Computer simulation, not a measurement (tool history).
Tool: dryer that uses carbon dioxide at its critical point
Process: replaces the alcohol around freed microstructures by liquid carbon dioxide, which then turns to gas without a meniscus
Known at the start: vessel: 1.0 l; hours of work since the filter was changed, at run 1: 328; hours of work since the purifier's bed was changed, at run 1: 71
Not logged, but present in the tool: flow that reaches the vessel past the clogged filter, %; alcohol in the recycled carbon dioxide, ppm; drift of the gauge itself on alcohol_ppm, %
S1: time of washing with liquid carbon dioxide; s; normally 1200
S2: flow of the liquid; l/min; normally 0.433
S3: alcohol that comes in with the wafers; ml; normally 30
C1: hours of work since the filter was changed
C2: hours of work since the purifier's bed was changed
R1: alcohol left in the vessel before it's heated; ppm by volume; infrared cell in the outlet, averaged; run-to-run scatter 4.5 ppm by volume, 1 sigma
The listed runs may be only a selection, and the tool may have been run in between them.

| run | hour | S1 | S2 | S3 | C1 | C2 | R1 |
|---|---|---|---|---|---|---|---|
| 1 | 0 | 1200 | 0.433 | 30 | 328 | 71 | 34 |
| 2 | 20.1 | 1200 | 0.433 | 30 | 343 | 86 | 41 |
| 3 | 33.3 | 1200 | 0.433 | 30 | 353 | 96 | 45 |
| 4 | 48.2 | 1200 | 0.433 | 24 | 364 | 107 | 44 |
| 5 | 60.2 | 1200 | 0.433 | 24 | 373 | 117 | 41 |
| 6 | 71 | 1200 | 0.433 | 30 | 381 | 125 | 46 |
| 7 | 94.8 | 1200 | 0.433 | 30 | 399 | 143 | 50 |
| 8 | 109.9 | 1500 | 0.433 | 30 | 411 | 154 | 29 |
| 9 | 126.5 | 1380 | 0.433 | 30 | 423 | 167 | 24 |
| 10 | 137.2 | 1380 | 0.389 | 30 | 431 | 175 | 44 |
| 11 | 151.1 | 1380 | 0.389 | 30 | 442 | 185 | 50 |
| 12 | 172.1 | 1380 | 0.389 | 30 | 458 | 201 | 47 |
| 13 | 182.4 | 1380 | 0.389 | 30 | 466 | 209 | 40 |
|  | 188.9 | inlet filter changed |
| 14 | 207.1 | 1380 | 0.389 | 30 | 14 | 227 | 41 |
| 15 | 219.2 | 1380 | 0.389 | 107 | 23 | 236 | 58 |
| 16 | 233 | 1200 | 0.433 | 30 | 33 | 246 | 39 |
| 17 | 245.8 | 720 | 0.433 | 30 | 43 | 256 | 338 |
| 18 | 260.2 | 1560 | 0.548 | 30 | 54 | 267 | 22 |
| 19 | 277.3 | 780 | 0.433 | 66 | 67 | 280 | 523 |
| 20 | 296 | 1740 | 0.341 | 30 | 81 | 294 | 27 |
| 21 | 306 | 1200 | 0.316 | 97 | 89 | 302 | 416 |
| 22 | 318.6 | 1380 | 0.48 | 97 | 98 | 311 | 28 |
| 23 | 329 | 1380 | 0.48 | 97 | 106 | 319 | 25 |
| 24 | 352.4 | 960 | 0.301 | 45 | 124 | 337 | 719 |
| 25 | 370.1 | 1140 | 0.621 | 32 | 137 | 350 | 37 |
| 26 | 390 | 1800 | 0.437 | 32 | 152 | 365 | 31 |
| 27 | 412.5 | 1800 | 0.437 | 32 | 169 | 382 | 24 |
| 28 | 424.2 | 1020 | 0.336 | 35 | 178 | 391 | 300 |
| 29 | 438.1 | 1200 | 0.379 | 24 | 188 | 402 | 71 |
| 30 | 455.7 | 1200 | 0.379 | 24 | 202 | 415 | 69 |
| 31 | 465.6 | 1200 | 0.7 | 20 | 209 | 422 | 37 |
| 32 | 478.4 | 1140 | 0.265 | 94 | 219 | 432 | 1340 |
| 33 | 489.3 | 1140 | 0.265 | 94 | 227 | 440 | 1365 |

Forecast each of these 5 alternatives for the next run:
| A | 512.2 | 960 | 0.278 | 82 | 245 | 458 | ? |
| B | 512.2 | 1200 | 0.673 | 94 | 245 | 458 | ? |
| C | 512.2 | 1200 | 0.269 | 53 | 245 | 458 | ? |
| D | 512.2 | 1020 | 0.383 | 65 | 245 | 458 | ? |
| E | 512.2 | 1140 | 0.562 | 31 | 245 | 458 | ? |

| run | R1 |
|---|---|
| A | 1974 |
| B | 41 |
| C | 611 |
| D | 331 |
| E | 41 |
With the hidden condition removed and each run's random variation left untouched, the same runs would have given:
| run | R1 |
|---|---|
| A | 1473 |
| B | 7 |
| C | 412 |
| D | 198 |
| E | 6 |
